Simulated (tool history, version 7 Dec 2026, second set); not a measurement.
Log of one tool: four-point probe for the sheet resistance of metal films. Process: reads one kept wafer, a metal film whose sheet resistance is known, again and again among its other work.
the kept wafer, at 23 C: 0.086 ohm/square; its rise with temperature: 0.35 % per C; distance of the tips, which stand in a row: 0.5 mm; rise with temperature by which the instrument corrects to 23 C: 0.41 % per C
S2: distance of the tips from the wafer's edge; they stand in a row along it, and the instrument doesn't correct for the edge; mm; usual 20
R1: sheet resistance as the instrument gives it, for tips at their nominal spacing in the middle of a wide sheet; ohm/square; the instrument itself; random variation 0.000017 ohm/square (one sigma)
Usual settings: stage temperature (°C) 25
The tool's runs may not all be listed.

{"run": 1, "day": 0.0, "stage temperature (°C)": 25, "S2": 20, "R1": 0.08572}
{"run": 2, "day": 1.304, "stage temperature (°C)": 25, "S2": 9, "R1": 0.085807}
{"run": 3, "day": 2.783, "stage temperature (°C)": 25, "S2": 9, "R1": 0.085841}
{"run": 4, "day": 4.071, "stage temperature (°C)": 32, "S2": 9, "R1": 0.085432}
{"run": 5, "day": 4.875, "stage temperature (°C)": 32, "S2": 9, "R1": 0.085454}
{"run": 6, "day": 6.15, "stage temperature (°C)": 32, "S2": 9, "R1": 0.085441}
{"run": 7, "day": 6.996, "stage temperature (°C)": 25, "S2": 20, "R1": 0.085678}
{"run": 8, "day": 8.388, "stage temperature (°C)": 27, "S2": 20, "R1": 0.085561}
{"run": 9, "day": 9.3, "stage temperature (°C)": 25, "S2": 20, "R1": 0.085668}
{"run": 10, "day": 10.883, "stage temperature (°C)": 25, "S2": 4, "R1": 0.086343}
{"run": 11, "day": 11.846, "stage temperature (°C)": 24, "S2": 20, "R1": 0.085725}
{"run": 12, "day": 13.008, "stage temperature (°C)": 35, "S2": 20, "R1": 0.085152}
{"run": 13, "day": 14.204, "stage temperature (°C)": 35, "S2": 20, "R1": 0.085128}
{"run": 14, "day": 15.067, "stage temperature (°C)": 35, "S2": 20, "R1": 0.085143}
{"run": 15, "day": 15.871, "stage temperature (°C)": 25, "S2": 20, "R1": 0.085657}
{"run": 16, "day": 17.133, "stage temperature (°C)": 25, "S2": 20, "R1": 0.085648}
{"run": 17, "day": 18.438, "stage temperature (°C)": 25, "S2": 20, "R1": 0.085623}
{"run": 18, "day": 19.954, "stage temperature (°C)": 23, "S2": 20, "R1": 0.08577}
{"run": 19, "day": 20.854, "stage temperature (°C)": 23, "S2": 20, "R1": 0.085757}
{"run": 20, "day": 22.333, "stage temperature (°C)": 23, "S2": 20, "R1": 0.085749}
{"run": 21, "day": 23.375, "stage temperature (°C)": 27, "S2": 31, "R1": 0.085494}
{"run": 22, "day": 24.575, "stage temperature (°C)": 23, "S2": 7, "R1": 0.085929}
{"run": 23, "day": 25.483, "stage temperature (°C)": 32, "S2": 72, "R1": 0.085229}
{"run": 24, "day": 26.479, "stage temperature (°C)": 32, "S2": 72, "R1": 0.085251}
{"run": 25, "day": 27.712, "stage temperature (°C)": 21, "S2": 28, "R1": 0.085812}
{"run": 26, "day": 28.442, "stage temperature (°C)": 28, "S2": 5, "R1": 0.085856}
{"run": 27, "day": 29.167, "stage temperature (°C)": 28, "S2": 5, "R1": 0.085866}
{"run": 28, "day": 30.654, "stage temperature (°C)": 25, "S2": 3, "R1": 0.086816}
{"run": 29, "day": 32.1, "stage temperature (°C)": 31, "S2": 55, "R1": 0.085237}
{"run": 30, "day": 32.933, "stage temperature (°C)": 24, "S2": 60, "R1": 0.085632}
{"run": 31, "day": 34.546, "stage temperature (°C)": 27, "S2": 20, "R1": 0.085482}
{"run": 32, "day": 35.871, "stage temperature (°C)": 34, "S2": 11, "R1": 0.08515}
{"run": 33, "day": 36.762, "stage temperature (°C)": 31, "S2": 10, "R1": 0.085325}
{"run": 34, "day": 37.871, "stage temperature (°C)": 25, "S2": 20, "R1": 0.085554}
{"run": 35, "day": 39.483, "stage temperature (°C)": 22, "S2": 48, "R1": 0.085708}
{"run": 36, "day": 40.608, "stage temperature (°C)": 25, "S2": 72, "R1": 0.085498}

Hidden state or all else? Some run-to-run changes of R1, split into what the settings, what came in and random variation would give without the hidden state, and what is left for the hidden state (with any gauge scatter that isn't in both results):
The hidden state here: inner tips' distance over the nominal, %; tips' flats over new ones', %; wafer's true temperature over the reading, C; drift of the gauge itself on sheet_ohm, %.
Run 9 -> 10: S2 20 -> 4. R1 +0.000675 ohm/square: hidden state -0.000008, all else +0.000683.
Run 22 -> 23: stage temperature (°C) 23 -> 32, S2 7 -> 72. R1 -0.0007 ohm/square: hidden state +0.000001, all else -0.000701.
Run 24 -> 25: stage temperature (°C) 32 -> 21, S2 72 -> 28. R1 +0.000561 ohm/square: hidden state -0.00001, all else +0.000571.
Run 27 -> 28: stage temperature (°C) 28 -> 25, S2 5 -> 3. R1 +0.00095 ohm/square: hidden state -0.000011, all else +0.000961.
Run 28 -> 29: stage temperature (°C) 25 -> 31, S2 3 -> 55. R1 -0.001579 ohm/square: hidden state +0.000001, all else -0.00158.
